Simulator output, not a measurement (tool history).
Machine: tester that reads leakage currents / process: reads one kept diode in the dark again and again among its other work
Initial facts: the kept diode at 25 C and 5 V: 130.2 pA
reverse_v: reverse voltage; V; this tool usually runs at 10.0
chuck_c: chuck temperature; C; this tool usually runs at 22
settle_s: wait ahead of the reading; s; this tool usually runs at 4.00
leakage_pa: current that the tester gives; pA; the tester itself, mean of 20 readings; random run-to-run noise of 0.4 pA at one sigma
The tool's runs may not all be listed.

run,hour,reverse_v,chuck_c,settle_s,leakage_pa
1,0.0,10.0,22,4.00,133.77
2,100.7,10.0,22,3.92,133.52
3,154.0,10.0,22,3.92,133.54
4,261.3,1.5,22,4.00,57.89
# hour 275.0: chuck's temperature calibrated
5,376.9,1.5,22,4.00,57.64
6,433.2,1.5,22,4.00,57.78
7,545.1,10.0,22,4.00,134.01
8,638.2,10.0,22,4.00,133.43
9,751.1,10.0,22,4.00,133.30
10,816.2,10.0,25,4.00,178.16
# hour 864.0: probe card cleaned and baked
11,925.2,10.0,25,4.00,178.18
12,980.5,10.0,22,4.00,132.85
13,1042.5,10.0,22,4.00,134.51
14,1156.5,10.0,22,4.00,132.68
15,1226.6,10.0,58,1.12,2956.03
16,1323.6,10.0,58,0.73,2948.43
17,1416.3,10.0,58,0.73,2945.15
18,1467.6,2.0,25,0.68,88.23
19,1554.0,10.0,22,0.37,142.64
20,1640.1,10.0,22,0.37,142.61
21,1748.7,10.0,22,0.37,143.07
22,1854.1,1.1,24,4.57,60.99
23,1929.7,1.1,24,4.57,61.01
24,1994.1,1.1,24,4.57,61.03
25,2075.7,1.5,22,4.00,57.89
26,2126.6,9.3,41,1.06,724.19
27,2214.2,9.3,41,1.06,725.59

Here are 5 independent what-if runs from the current tool condition. What would each one return?
A,2293.4,3.6,30,4.00,?
B,2293.4,6.4,22,4.00,?
C,2293.4,15.5,58,1.01,?
D,2293.4,1.2,35,1.06,?
E,2293.4,9.3,34,1.06,?

run,leakage_pa
A,179.49
B,109.73
C,3585.31
D,174.62
E,394.24
Without the tool's unlogged condition, the same runs would have read:
run,leakage_pa
A,179.34
B,109.63
C,3582.80
D,174.48
E,393.91

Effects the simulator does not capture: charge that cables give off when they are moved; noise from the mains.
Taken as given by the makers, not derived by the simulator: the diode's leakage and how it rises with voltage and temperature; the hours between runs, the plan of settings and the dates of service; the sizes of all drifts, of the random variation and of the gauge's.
